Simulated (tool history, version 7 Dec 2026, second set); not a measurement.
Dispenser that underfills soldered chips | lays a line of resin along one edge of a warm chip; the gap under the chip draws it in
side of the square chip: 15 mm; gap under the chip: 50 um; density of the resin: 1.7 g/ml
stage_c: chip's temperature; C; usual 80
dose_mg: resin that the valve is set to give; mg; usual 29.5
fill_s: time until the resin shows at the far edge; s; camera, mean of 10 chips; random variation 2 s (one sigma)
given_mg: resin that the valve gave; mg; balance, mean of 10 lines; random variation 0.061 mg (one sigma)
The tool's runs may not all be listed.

run	day	stage_c	dose_mg	fill_s	given_mg
1	0	80	29.5	202.7	29.04
# day 0.304: new syringe of resin
2	0.354	80	29.5	208.9	29
# day 0.608: new syringe of resin
3	0.608	80	29.5	188.4	28.81
4	0.858	80	29.5	283	28.79
# day 0.929: new syringe of resin
5	1.054	80	29.5	233.4	28.81
# day 1.233: new syringe of resin
6	1.346	80	29.5	234.9	28.66
# day 1.417: dispensing valve cleaned and set on the balance
# day 1.583: new syringe of resin
7	1.796	80	29.5	271.6	29.42
# day 1.892: new syringe of resin
8	2.033	80	29.5	238.2	29.24
# day 2.196: new syringe of resin
9	2.321	80	29.5	236.6	29.11
# day 2.512: new syringe of resin
10	2.521	80	29.5	196.4	29.07
# day 2.821: new syringe of resin
11	2.938	80	29.5	233.7	29.07
# day 3.133: new syringe of resin
12	3.221	80	29.5	219.5	28.9
# day 3.454: new syringe of resin
13	3.454	80	29.5	189	28.8
# day 3.775: new syringe of resin
14	3.775	80	29.5	188.5	28.86
# day 4.083: new syringe of resin
15	4.171	80	29.5	221.5	28.69
# day 4.283: dispensing valve cleaned and set on the balance
# day 4.446: new syringe of resin
16	4.575	80	29.5	233.4	29.29
# day 4.75: new syringe of resin
17	4.933	91	37.7	171.3	37.42
# day 5.067: new syringe of resin
18	5.283	80	26.6	269.4	26.33
# day 5.383: new syringe of resin
# day 5.704: new syringe of resin
19	5.704	85	31.9	158.4	31.47
# day 6.012: new syringe of resin
20	6.129	85	31.9	191.8	31.29
# day 6.321: new syringe of resin
21	6.462	66	26.5	415.7	25.85
# day 6.633: new syringe of resin
22	6.75	84	32.4	197.5	31.71
# day 6.954: new syringe of resin
23	6.988	70	32.7	289	31.78
# day 7.15: dispensing valve cleaned and set on the balance
24	7.242	85	36.6	229.8	36.67
# day 7.312: new syringe of resin
# day 7.612: new syringe of resin
25	7.617	66	35.1	320.8	35
# day 7.921: new syringe of resin
26	7.921	69	35.1	282.1	34.82
# day 8.238: new syringe of resin
27	8.279	67	27.2	326.5	26.86
# day 8.55: new syringe of resin
28	8.621	69	29.9	312	29.41
# day 8.871: new syringe of resin
29	8.954	69	29.9	323.8	29.36
# day 9.179: new syringe of resin
30	9.2	85	33.9	156.5	33.03
# day 9.488: new syringe of resin
31	9.496	82	28.6	178.4	27.84

Hidden state or all else? Some run-to-run changes of fill_s, split into what the settings, what came in and random variation would give without the hidden state, and what is left for the hidden state (with any gauge scatter that isn't in both results):
The hidden state here: resin's viscosity, % of fresh resin's; dose that the valve gives, % of what is set; true chip temperature over the reading, C; drift of the gauge itself on fill_s, %; drift of the gauge itself on given_mg, %.
Run 3 -> 4: no setting changed, nothing entered. fill_s +94.6 s: hidden state +91.7, all else +2.9.
Run 18 -> 19: stage_c 80 -> 85, dose_mg 26.6 -> 31.9, new syringe of resin, new syringe of resin. fill_s -111 s: hidden state -75, all else -36.
Run 20 -> 21: stage_c 85 -> 66, dose_mg 31.9 -> 26.5, new syringe of resin. fill_s +223.9 s: hidden state +35.7, all else +188.2.
Run 21 -> 22: stage_c 66 -> 84, dose_mg 26.5 -> 32.4, new syringe of resin. fill_s -218.2 s: hidden state -39.1, all else -179.1.
Run 24 -> 25: stage_c 85 -> 66, dose_mg 36.6 -> 35.1, new syringe of resin, new syringe of resin. fill_s +91 s: hidden state -92.6, all else +183.6.
Run 29 -> 30: stage_c 69 -> 85, dose_mg 29.9 -> 33.9, new syringe of resin. fill_s -167.3 s: hidden state -23, all else -144.3.
